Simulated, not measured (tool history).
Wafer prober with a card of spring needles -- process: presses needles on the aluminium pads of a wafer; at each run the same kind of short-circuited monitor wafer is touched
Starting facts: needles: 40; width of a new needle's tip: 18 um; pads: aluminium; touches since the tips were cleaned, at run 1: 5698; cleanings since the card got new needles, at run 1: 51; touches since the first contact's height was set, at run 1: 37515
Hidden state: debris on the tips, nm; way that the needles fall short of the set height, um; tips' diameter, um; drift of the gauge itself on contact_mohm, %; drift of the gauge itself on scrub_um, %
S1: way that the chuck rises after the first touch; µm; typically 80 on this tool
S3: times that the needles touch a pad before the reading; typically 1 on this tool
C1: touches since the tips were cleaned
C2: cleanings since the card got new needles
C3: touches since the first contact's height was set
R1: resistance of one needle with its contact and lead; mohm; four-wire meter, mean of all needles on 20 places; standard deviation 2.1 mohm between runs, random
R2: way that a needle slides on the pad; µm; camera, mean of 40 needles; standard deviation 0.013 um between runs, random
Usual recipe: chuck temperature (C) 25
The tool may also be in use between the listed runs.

Run 1, hour 0.0: usual settings; C1 5698; C2 51; C3 37515. Result: R1 312 mohm, R2 20.04 µm.
At hour 8.9: tips cleaned on abrasive film.
At hour 31.2: tips cleaned on abrasive film.
Run 2, hour 40.4: usual settings but chuck temperature (C) 65; C1 4007; C2 53; C3 55097. Result: R1 319 mohm, R2 20.04 µm.
At hour 54.2: tips cleaned on abrasive film.
At hour 74.8: tips cleaned on abrasive film.
Run 3, hour 74.8: usual settings but chuck temperature (C) 65; C1 0; C2 55; C3 70071. Result: R1 260 mohm, R2 20.01 µm.
At hour 95.3: tips cleaned on abrasive film.
At hour 100.4: height of the first contact set anew.
Run 4, hour 104.5: usual settings but S3 2; C1 3931; C2 56; C3 1810. Result: R1 279 mohm, R2 19.94 µm.
At hour 117.5: tips cleaned on abrasive film.
At hour 138.0: tips cleaned on abrasive film.
At hour 160.7: tips cleaned on abrasive film.
Run 5, hour 162.9: usual settings but S1 88 µm; C1 948; C2 59; C3 27196. Result: R1 270 mohm, R2 21.91 µm.
At hour 181.9: tips cleaned on abrasive film.
At hour 202.2: tips cleaned on abrasive film.
Run 6, hour 210.8: usual settings; C1 3746; C2 61; C3 48073. Result: R1 305 mohm, R2 19.88 µm.
At hour 225.4: tips cleaned on abrasive film.
At hour 235.7: height of the first contact set anew, once more.
At hour 248.9: tips cleaned on abrasive film.
Run 7, hour 267.5: usual settings; C1 8133; C2 63; C3 13845. Result: R1 321 mohm, R2 20.04 µm.
At hour 272.2: tips cleaned on abrasive film.
At hour 294.9: tips cleaned on abrasive film.
Run 8, hour 310.5: usual settings; C1 6832; C2 65; C3 32582. Result: R1 319 mohm, R2 20.05 µm.
At hour 317.6: tips cleaned on abrasive film.
At hour 337.9: tips cleaned on abrasive film.
Run 9, hour 346.6: usual settings; C1 3796; C2 67; C3 48268. Result: R1 306 mohm, R2 20.02 µm.
At hour 358.1: tips cleaned on abrasive film.
At hour 378.4: tips cleaned on abrasive film.
Run 10, hour 397.5: usual settings but S1 64 µm; C1 8344; C2 69; C3 70474. Result: R1 370 mohm, R2 15.98 µm.
At hour 401.2: tips cleaned on abrasive film.
At hour 420.2: height of the first contact set anew.
At hour 423.2: tips cleaned on abrasive film.
At hour 443.5: tips cleaned on abrasive film.
Run 11, hour 451.1: usual settings but S1 64 µm; C1 3316; C2 72; C3 13435. Result: R1 339 mohm, R2 16.06 µm.
At hour 463.2: tips cleaned on abrasive film.
Run 12, hour 476.0: usual settings but S1 64 µm; C1 5610; C2 73; C3 24293. Result: R1 363 mohm, R2 16.06 µm.
At hour 484.5: tips cleaned on abrasive film.
At hour 504.4: tips cleaned on abrasive film.
At hour 527.7: tips cleaned on abrasive film.
Run 13, hour 528.7: usual settings but S1 64 µm, chuck temperature (C) 63; C1 454; C2 76; C3 47224. Result: R1 271 mohm, R2 16.02 µm.
At hour 550.4: tips cleaned on abrasive film.
Run 14, hour 554.8: usual settings; C1 1914; C2 77; C3 58571. Result: R1 285 mohm, R2 20.00 µm.
At hour 572.9: tips cleaned on abrasive film.
At hour 594.6: tips cleaned on abrasive film.
Run 15, hour 598.8: usual settings but S1 95 µm; C1 1858; C2 79; C3 77764. Result: R1 276 mohm, R2 23.76 µm.
At hour 605.6: height of the first contact set anew.
At hour 618.9: tips cleaned on abrasive film.
Run 16, hour 632.3: usual settings but S1 73 µm, chuck temperature (C) 26, S3 2; C1 5851; C2 80; C3 11640. Result: R1 298 mohm, R2 18.32 µm.
At hour 639.7: tips cleaned on abrasive film.
At hour 660.7: tips cleaned on abrasive film.
At hour 681.7: tips cleaned on abrasive film.
Run 17, hour 687.0: usual settings but S1 72 µm, chuck temperature (C) 60; C1 2290; C2 83; C3 35448. Result: R1 316 mohm, R2 18.02 µm.
At hour 703.2: tips cleaned on abrasive film.
Run 18, hour 711.0: usual settings but S1 72 µm, chuck temperature (C) 36, S3 2; C1 3413; C2 84; C3 45896. Result: R1 289 mohm, R2 18.02 µm.
At hour 724.2: tips cleaned on abrasive film.
At hour 746.4: tips cleaned on abrasive film.
Run 19, hour 749.7: usual settings but S1 72 µm, chuck temperature (C) 36, S3 2; C1 1435; C2 86; C3 62756. Result: R1 270 mohm, R2 17.99 µm.
At hour 770.6: tips cleaned on abrasive film.
At hour 789.8: height of the first contact set anew.
At hour 793.5: tips cleaned on abrasive film.
Run 20, hour 804.5: usual settings but S1 65 µm, chuck temperature (C) 42, S3 2; C1 4808; C2 88; C3 6397. Result: R1 308 mohm, R2 16.30 µm.
At hour 816.3: tips cleaned on abrasive film.
At hour 838.0: tips cleaned on abrasive film.
Run 21, hour 838.0: usual settings but S1 73 µm, chuck temperature (C) 62, S3 2; C1 0; C2 90; C3 20970. Result: R1 260 mohm, R2 18.29 µm.
At hour 858.7: tips cleaned on abrasive film.
At hour 882.3: tips cleaned on abrasive film.
Run 22, hour 889.0: usual settings but S1 65 µm, chuck temperature (C) 52, S3 2; C1 2931; C2 92; C3 43194. Result: R1 297 mohm, R2 16.28 µm.
At hour 902.1: tips cleaned on abrasive film.
At hour 925.6: tips cleaned on abrasive film.
Run 23, hour 939.1: usual settings but S1 72 µm, chuck temperature (C) 29, S3 2; C1 5892; C2 94; C3 65028. Result: R1 305 mohm, R2 18.00 µm.
At hour 946.0: tips cleaned on abrasive film.
At hour 967.8: tips cleaned on abrasive film.
At hour 974.6: height of the first contact set anew.
At hour 988.0: tips cleaned on abrasive film.
Run 24, hour 997.8: usual settings but S1 76 µm, chuck temperature (C) 44, S3 2; C1 4287; C2 97; C3 10079. Result: R1 294 mohm, R2 19.08 µm.
At hour 1011.1: tips cleaned on abrasive film.
At hour 1032.9: tips cleaned on abrasive film.
Run 25, hour 1034.1: usual settings but S1 76 µm, chuck temperature (C) 44, S3 2; C1 516; C2 99; C3 25864. Result: R1 262 mohm, R2 19.07 µm.
At hour 1054.6: tips cleaned on abrasive film.
At hour 1078.6: tips cleaned on abrasive film.
Run 26, hour 1086.5: usual settings but S1 95 µm, chuck temperature (C) 30, S3 3; C1 3426; C2 101; C3 48709. Result: R1 254 mohm, R2 23.79 µm.
At hour 1099.7: tips cleaned on abrasive film.
At hour 1121.5: tips cleaned on abrasive film.
Run 27, hour 1121.8: usual settings but S1 97 µm, chuck temperature (C) 53, S3 2; C1 134; C2 103; C3 64072. Result: R1 246 mohm, R2 24.28 µm.
At hour 1142.2: tips cleaned on abrasive film.
Run 28, hour 1153.6: usual settings but S1 97 µm, chuck temperature (C) 53, S3 2; C1 4979; C2 104; C3 77937. Result: R1 276 mohm, R2 24.28 µm.
At hour 1158.5: height of the first contact set anew.
At hour 1162.1: tips cleaned on abrasive film.
At hour 1183.1: tips cleaned on abrasive film.
Run 29, hour 1188.3: usual settings but S1 61 µm, chuck temperature (C) 52, S3 2; C1 2265; C2 106; C3 12938. Result: R1 309 mohm, R2 15.30 µm.

Alternative continuations, all from the tool just after run 29; predict every row:
At hour 1203.1: tips cleaned on abrasive film.
At hour 1223.3: tips cleaned on abrasive film.
Run A, hour 1223.5: usual settings but S1 82 µm, chuck temperature (C) 88, S3 2; C1 67; C2 108; C3 28244. Result: R1 ?, R2 ?.
At hour 1203.1: tips cleaned on abrasive film.
At hour 1223.3: tips cleaned on abrasive film.
Run B, hour 1223.5: usual settings but S1 86 µm, chuck temperature (C) 85, S3 2; C1 67; C2 108; C3 28244. Result: R1 ?, R2 ?.
At hour 1203.1: tips cleaned on abrasive film.
At hour 1223.3: tips cleaned on abrasive film.
Run C, hour 1223.5: usual settings but S1 61 µm, chuck temperature (C) 83; C1 67; C2 108; C3 28244. Result: R1 ?, R2 ?.
At hour 1203.1: tips cleaned on abrasive film.
At hour 1223.3: tips cleaned on abrasive film.
Run D, hour 1223.5: usual settings but S1 61 µm, chuck temperature (C) 52, S3 2; C1 67; C2 108; C3 28244. Result: R1 ?, R2 ?.

run   R1     R2
  A  256  20.54
  B  257  21.56
  C  266  15.25
  D  258  15.25
With no hidden state in the tool, these same runs would have given:
run   R1     R2
  A  251  20.58
  B  253  21.61
  C  255  15.30
  D  250  15.29
